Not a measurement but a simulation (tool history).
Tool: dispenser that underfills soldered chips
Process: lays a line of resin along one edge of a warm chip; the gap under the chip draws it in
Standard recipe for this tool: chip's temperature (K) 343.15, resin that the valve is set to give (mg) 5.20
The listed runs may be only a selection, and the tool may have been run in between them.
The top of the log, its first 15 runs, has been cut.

run	hour	chip's temperature (K)	resin that the valve is set to give (mg)	time until the resin shows at the far edge (s)	resin that the valve gave (mg)
16	65.9	331.15	5.20	28.8	5.00
# hour 67.8: new syringe of resin
17	72.4	343.15	5.20	17.3	4.99
# hour 73.8: dispensing valve cleaned and set on the balance
# hour 77.8: new syringe of resin
18	79.3	343.15	5.20	14.7	5.21
19	83.4	343.15	5.17	17.6	5.14
# hour 86.6: new syringe of resin
20	88.1	349.15	5.28	11.7	5.22
21	91.2	349.15	5.28	13.4	5.29
22	94.5	334.15	6.12	25.9	6.09
# hour 95.4: new syringe of resin
23	97.8	334.15	6.12	19.0	6.08
# hour 103.9: new syringe of resin
24	104.5	339.15	4.76	16.4	4.65
25	108.4	336.15	4.64	21.5	4.56
# hour 112.3: new syringe of resin
26	113.3	336.15	4.64	19.1	4.54
27	117.6	346.15	5.20	15.1	5.06
# hour 120.9: new syringe of resin
28	120.9	356.15	4.69	8.5	4.53
29	124.5	356.15	4.69	10.5	4.53
30	127.8	336.15	4.70	24.7	4.49
# hour 129.6: new syringe of resin
31	134.6	344.15	5.32	15.8	5.10
# hour 138.2: new syringe of resin
32	141.3	344.15	5.32	14.6	5.08
33	144.9	344.15	5.32	17.7	5.11
# hour 146.8: new syringe of resin
34	150.8	344.15	5.32	15.4	5.09
# hour 155.4: new syringe of resin
35	156.8	338.15	5.83	16.9	5.56
# hour 158.1: dispensing valve cleaned and set on the balance
# hour 164.9: new syringe of resin
36	164.9	338.15	6.76	14.4	6.76
37	170.7	338.15	4.45	21.5	4.42

3 options for the next run, each taken on its own from the tool as it stands now. Forecast them:
# hour 173.9: new syringe of resin
A	176.9	333.15	5.35	?	?
# hour 173.9: new syringe of resin
B	176.9	347.15	4.68	?	?
# hour 173.9: new syringe of resin
C	176.9	343.15	5.35	?	?

run	time until the resin shows at the far edge (s)	resin that the valve gave (mg)
A	21.7	5.25
B	13.3	4.59
C	15.1	5.28
Had the tool no hidden state, the same runs would have come out as:
run	time until the resin shows at the far edge (s)	resin that the valve gave (mg)
A	19.4	5.33
B	11.8	4.66
C	13.5	5.36
